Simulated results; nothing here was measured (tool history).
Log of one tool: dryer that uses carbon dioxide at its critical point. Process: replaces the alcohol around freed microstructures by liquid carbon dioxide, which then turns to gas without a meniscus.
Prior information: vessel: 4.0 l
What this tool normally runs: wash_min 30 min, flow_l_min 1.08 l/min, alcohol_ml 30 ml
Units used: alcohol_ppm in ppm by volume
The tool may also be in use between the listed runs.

run,hour,wash_min,flow_l_min,alcohol_ml,alcohol_ppm
1,0.0,30,1.08,30,120
2,24.8,30,1.08,30,121
3,43.1,30,1.08,30,128
4,58.5,20,1.08,30,210
5,89.3,30,0.91,30,145
6,113.3,30,0.91,30,154
7,130.0,30,0.91,30,151
8,155.9,30,0.91,30,157
9,185.4,30,0.91,30,159
10,214.0,30,0.91,30,157
11,245.1,30,1.08,30,152
12,265.0,30,1.08,30,162
13,286.5,30,1.08,30,155
14,307.6,30,1.08,30,162
15,335.1,30,1.08,30,165
16,352.7,30,1.08,29,178
17,375.9,30,1.08,29,170
18,400.6,30,1.08,29,175
19,425.8,30,1.08,62,184
20,440.6,30,1.08,62,184
21,463.5,30,1.08,62,191
22,487.9,30,1.08,62,196
23,516.4,28,0.80,23,245
# hour 529.2: inlet filter changed
24,547.3,28,0.80,23,208
25,562.0,48,1.37,35,185
26,590.5,48,1.37,35,193
27,618.4,48,1.37,35,180
28,642.0,24,0.79,105,603
29,657.9,34,1.10,30,186
30,677.6,34,0.73,30,218
31,708.2,34,0.73,30,231
32,739.6,30,1.08,41,196
33,760.1,28,1.55,58,193
34,783.3,19,0.78,30,508
35,815.1,32,1.27,22,207
36,847.0,34,1.58,69,208
37,875.2,36,1.06,81,227

Run 38 comes next. What will it give?
38,907.2,36,1.06,81,?

alcohol_ppm: 225 ppm by volume
The same run, on a tool lacking any hidden state, would have yielded alcohol_ppm 11 ppm by volume.
